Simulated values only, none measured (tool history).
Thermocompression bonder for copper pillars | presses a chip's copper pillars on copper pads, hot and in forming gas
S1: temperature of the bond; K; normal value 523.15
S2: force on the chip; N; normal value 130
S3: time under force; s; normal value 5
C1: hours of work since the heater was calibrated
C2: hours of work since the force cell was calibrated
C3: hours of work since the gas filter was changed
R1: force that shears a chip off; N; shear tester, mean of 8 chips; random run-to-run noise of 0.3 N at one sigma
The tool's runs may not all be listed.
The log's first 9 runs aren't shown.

| run | hour | S1 | S2 | S3 | C1 | C2 | C3 | R1 |
|---|---|---|---|---|---|---|---|---|
| 10 | 470.8 | 523.15 | 93 | 5 | 1402 | 1339 | 39 | 24.7 |
| 11 | 505.3 | 523.15 | 124 | 5 | 1421 | 1358 | 59 | 30.7 |
| 12 | 559.8 | 523.15 | 124 | 5 | 1451 | 1388 | 89 | 31 |
| 13 | 644.2 | 523.15 | 124 | 5 | 1498 | 1435 | 136 | 30.7 |
| 14 | 689.4 | 523.15 | 124 | 5 | 1523 | 1460 | 161 | 30.9 |
|  | 702.5 | forming gas filter changed |
| 15 | 734.8 | 523.15 | 124 | 5 | 1548 | 1485 | 18 | 31.2 |
| 16 | 787.9 | 523.15 | 130 | 6 | 1577 | 1514 | 47 | 35 |
| 17 | 832.8 | 523.15 | 130 | 6 | 1602 | 1539 | 72 | 34.6 |
| 18 | 895.7 | 523.15 | 130 | 6 | 1637 | 1574 | 107 | 33.8 |
| 19 | 945.6 | 523.15 | 130 | 15 | 1664 | 1602 | 135 | 47.6 |
| 20 | 995.9 | 523.15 | 130 | 15 | 1692 | 1629 | 162 | 47.9 |
|  | 1007.6 | forming gas filter changed |
|  | 1064.1 | heater calibrated with a thermocouple chip |
| 21 | 1080.5 | 544.15 | 148 | 7 | 9 | 1675 | 39 | 48.3 |
| 22 | 1158.1 | 553.15 | 130 | 10 | 52 | 1718 | 82 | 53.4 |
| 23 | 1205.3 | 553.15 | 89 | 3 | 78 | 1744 | 108 | 26.8 |
|  | 1258.5 | force cell calibrated |
| 24 | 1282.2 | 541.15 | 84 | 5 | 120 | 13 | 150 | 26.6 |

For run 25, what comes out?
|  | 1313.5 | forming gas filter changed |
| 25 | 1355.4 | 493.15 | 83 | 9 | 160 | 53 | 23 | ? |

Run 25 came out at R1 19.3 N.
Minus the tool's unlogged condition, the same run would have read R1 19.3 N.
